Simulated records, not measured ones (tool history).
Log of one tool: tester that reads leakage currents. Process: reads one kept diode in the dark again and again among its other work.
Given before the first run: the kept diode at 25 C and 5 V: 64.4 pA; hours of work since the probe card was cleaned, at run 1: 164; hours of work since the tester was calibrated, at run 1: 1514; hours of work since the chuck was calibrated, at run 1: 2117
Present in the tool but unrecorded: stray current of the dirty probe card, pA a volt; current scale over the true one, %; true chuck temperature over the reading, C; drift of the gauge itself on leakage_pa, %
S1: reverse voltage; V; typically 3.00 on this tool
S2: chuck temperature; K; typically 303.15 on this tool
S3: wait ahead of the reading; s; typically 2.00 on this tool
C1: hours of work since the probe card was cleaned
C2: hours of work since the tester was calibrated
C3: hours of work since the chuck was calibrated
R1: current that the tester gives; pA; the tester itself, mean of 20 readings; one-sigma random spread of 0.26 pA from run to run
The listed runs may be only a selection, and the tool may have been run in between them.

| run | hour | S1 | S2 | S3 | C1 | C2 | C3 | R1 |
|---|---|---|---|---|---|---|---|---|
| 1 | 0.0 | 3.00 | 303.15 | 2.00 | 164 | 1514 | 2117 | 91.78 |
| 2 | 81.7 | 3.00 | 303.15 | 2.10 | 224 | 1574 | 2177 | 91.97 |
| 3 | 203.6 | 3.00 | 303.15 | 3.26 | 314 | 1664 | 2267 | 92.12 |
| 4 | 323.3 | 3.00 | 303.15 | 3.26 | 403 | 1752 | 2356 | 93.10 |
|  | 444.5 | chuck's temperature calibrated |
| 5 | 451.4 | 3.00 | 303.15 | 2.00 | 496 | 1846 | 5 | 86.67 |
| 6 | 520.8 | 3.00 | 303.15 | 2.00 | 547 | 1897 | 56 | 86.91 |
| 7 | 663.0 | 3.00 | 303.15 | 2.00 | 652 | 2002 | 161 | 88.05 |
| 8 | 759.2 | 3.00 | 303.15 | 2.00 | 723 | 2073 | 232 | 88.24 |
| 9 | 897.1 | 3.00 | 295.15 | 2.00 | 825 | 2175 | 334 | 44.09 |
| 10 | 1000.8 | 3.00 | 312.15 | 2.00 | 901 | 2251 | 411 | 190.19 |
| 11 | 1109.7 | 3.00 | 312.15 | 2.00 | 982 | 2332 | 491 | 190.83 |
| 12 | 1232.1 | 3.00 | 303.15 | 1.10 | 1072 | 2422 | 582 | 90.20 |
| 13 | 1374.8 | 3.00 | 303.15 | 1.10 | 1178 | 2527 | 687 | 90.35 |
| 14 | 1471.0 | 3.00 | 303.15 | 1.10 | 1249 | 2598 | 758 | 90.95 |
| 15 | 1554.4 | 11.61 | 303.15 | 2.00 | 1310 | 2660 | 820 | 151.88 |
| 16 | 1617.9 | 11.61 | 303.15 | 2.00 | 1357 | 2707 | 867 | 152.37 |
| 17 | 1698.4 | 11.61 | 303.15 | 2.00 | 1417 | 2767 | 926 | 153.71 |
| 18 | 1786.0 | 11.61 | 303.15 | 2.00 | 1481 | 2831 | 991 | 155.37 |
|  | 1815.9 | probe card cleaned and baked |
| 19 | 1928.4 | 3.00 | 303.15 | 2.00 | 83 | 2934 | 1094 | 87.87 |
| 20 | 1991.0 | 3.00 | 294.15 | 9.50 | 129 | 2980 | 1140 | 38.68 |
| 21 | 2083.9 | 2.46 | 323.15 | 5.21 | 198 | 3049 | 1209 | 434.23 |
|  | 2139.7 | tester calibrated |
| 22 | 2235.1 | 2.46 | 323.15 | 5.21 | 308 | 70 | 1319 | 446.86 |
| 23 | 2326.4 | 2.62 | 306.15 | 0.82 | 375 | 138 | 1386 | 114.57 |
| 24 | 2432.8 | 16.08 | 305.15 | 2.08 | 454 | 217 | 1465 | 196.51 |
| 25 | 2560.5 | 6.00 | 303.15 | 2.01 | 548 | 311 | 1559 | 117.78 |
| 26 | 2668.1 | 6.00 | 303.15 | 2.01 | 628 | 390 | 1639 | 118.42 |
| 27 | 2753.6 | 18.91 | 321.15 | 3.99 | 691 | 453 | 1702 | 761.64 |
| 28 | 2823.0 | 3.69 | 321.15 | 0.37 | 742 | 505 | 1753 | 444.72 |
| 29 | 2958.8 | 3.00 | 308.15 | 5.57 | 843 | 605 | 1853 | 144.55 |
| 30 | 3072.7 | 3.00 | 301.15 | 2.00 | 927 | 689 | 1937 | 80.19 |
| 31 | 3153.3 | 3.00 | 301.15 | 2.00 | 986 | 749 | 1997 | 80.32 |
| 32 | 3219.1 | 2.34 | 294.15 | 2.71 | 1035 | 797 | 2045 | 39.92 |
| 33 | 3327.8 | 2.34 | 294.15 | 2.71 | 1115 | 877 | 2126 | 40.44 |
| 34 | 3471.0 | 2.34 | 294.15 | 2.71 | 1221 | 983 | 2231 | 40.75 |
| 35 | 3536.5 | 4.81 | 294.15 | 6.67 | 1269 | 1032 | 2280 | 54.29 |
| 36 | 3605.3 | 5.04 | 303.15 | 2.00 | 1320 | 1082 | 2331 | 117.24 |
| 37 | 3674.2 | 1.33 | 307.15 | 0.33 | 1371 | 1133 | 2381 | 103.83 |
|  | 3765.7 | chuck's temperature calibrated |
| 38 | 3803.2 | 1.33 | 307.15 | 0.33 | 1465 | 1227 | 28 | 96.47 |

Some steps in R1 between neighbouring runs. How much of each would the tool show without its hidden state too (settings, what came in, random variation), and how much is left for the hidden state, with any gauge scatter that isn't in both results?
Run 18 -> 19: S1 11.61 -> 3.00, probe card cleaned and baked. R1 -67.50 pA: hidden state -18.06, all else -49.44.
Run 20 -> 21: S1 3.00 -> 2.46, S2 294.15 -> 323.15, S3 9.50 -> 5.21. R1 +395.55 pA: hidden state +5.52, all else +390.03.
Run 22 -> 23: S1 2.46 -> 2.62, S2 323.15 -> 306.15, S3 5.21 -> 0.82. R1 -332.29 pA: hidden state -13.11, all else -319.18.
Run 26 -> 27: S1 6.00 -> 18.91, S2 303.15 -> 321.15, S3 2.01 -> 3.99. R1 +643.22 pA: hidden state +41.42, all else +601.80.
Run 27 -> 28: S1 18.91 -> 3.69, S3 3.99 -> 0.37. R1 -316.92 pA: hidden state -26.12, all else -290.80.
